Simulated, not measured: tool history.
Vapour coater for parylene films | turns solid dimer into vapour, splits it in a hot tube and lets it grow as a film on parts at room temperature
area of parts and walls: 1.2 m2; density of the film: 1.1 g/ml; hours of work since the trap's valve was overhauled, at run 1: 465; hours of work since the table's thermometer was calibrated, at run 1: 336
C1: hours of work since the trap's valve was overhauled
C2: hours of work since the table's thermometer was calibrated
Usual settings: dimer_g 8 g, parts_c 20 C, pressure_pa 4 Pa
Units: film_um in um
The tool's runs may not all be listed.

run 1 hour=0 | dimer_g=8 parts_c=20 pressure_pa=4 | C1=465 C2=336 | film_um=3.91
run 2 hour=14.3 | dimer_g=8 parts_c=20 pressure_pa=4.52 | C1=474 C2=345 | film_um=3.74
run 3 hour=31.5 | dimer_g=8 parts_c=20 pressure_pa=4.52 | C1=486 C2=357 | film_um=3.79
run 4 hour=41.8 | dimer_g=8 parts_c=20 pressure_pa=4.52 | C1=493 C2=363 | film_um=3.78
run 5 hour=55.9 | dimer_g=8 parts_c=20 pressure_pa=4.52 | C1=502 C2=373 | film_um=3.76
run 6 hour=66 | dimer_g=8 parts_c=20 pressure_pa=4.52 | C1=509 C2=380 | film_um=3.79
-- hour=75.4 trap's valve overhauled
run 7 hour=90.1 | dimer_g=8 parts_c=16 pressure_pa=4 | C1=10 C2=393 | film_um=5.15
run 8 hour=105.6 | dimer_g=8 parts_c=16 pressure_pa=4 | C1=20 C2=403 | film_um=5.08
run 9 hour=115.9 | dimer_g=8 parts_c=16 pressure_pa=4 | C1=27 C2=410 | film_um=5.02
run 10 hour=135.8 | dimer_g=4 parts_c=20 pressure_pa=4 | C1=40 C2=424 | film_um=2.07
run 11 hour=147.1 | dimer_g=8 parts_c=26 pressure_pa=4 | C1=48 C2=431 | film_um=3.18
run 12 hour=167.8 | dimer_g=8 parts_c=20 pressure_pa=4 | C1=62 C2=445 | film_um=4.12
run 13 hour=183.5 | dimer_g=12 parts_c=20 pressure_pa=4 | C1=72 C2=455 | film_um=6.22
run 14 hour=201.8 | dimer_g=8 parts_c=14 pressure_pa=4 | C1=84 C2=468 | film_um=5.61
run 15 hour=217.5 | dimer_g=8 parts_c=14 pressure_pa=4 | C1=95 C2=478 | film_um=5.46
run 16 hour=231.2 | dimer_g=5 parts_c=14 pressure_pa=4 | C1=104 C2=487 | film_um=3.45
run 17 hour=243.7 | dimer_g=5 parts_c=12 pressure_pa=11.05 | C1=112 C2=495 | film_um=3.14
run 18 hour=260.7 | dimer_g=12 parts_c=20 pressure_pa=3.34 | C1=124 C2=507 | film_um=6.34
run 19 hour=278.7 | dimer_g=12 parts_c=20 pressure_pa=3.34 | C1=136 C2=519 | film_um=6.27
run 20 hour=292 | dimer_g=9 parts_c=14 pressure_pa=3.34 | C1=144 C2=528 | film_um=6.36
run 21 hour=311.3 | dimer_g=9 parts_c=27 pressure_pa=3.66 | C1=157 C2=541 | film_um=3.31
run 22 hour=325.4 | dimer_g=9 parts_c=27 pressure_pa=3.66 | C1=167 C2=550 | film_um=3.29
run 23 hour=344.8 | dimer_g=8 parts_c=16 pressure_pa=2.77 | C1=180 C2=563 | film_um=5.29

The next listed run, before its measurement:
run 24 hour=367.9 | dimer_g=8 parts_c=18 pressure_pa=4 | C1=195 C2=578 | film_um=?

Run 24 gave film_um 4.46 um.
Without the tool's hidden state the same run would have given film_um 4.65 um.
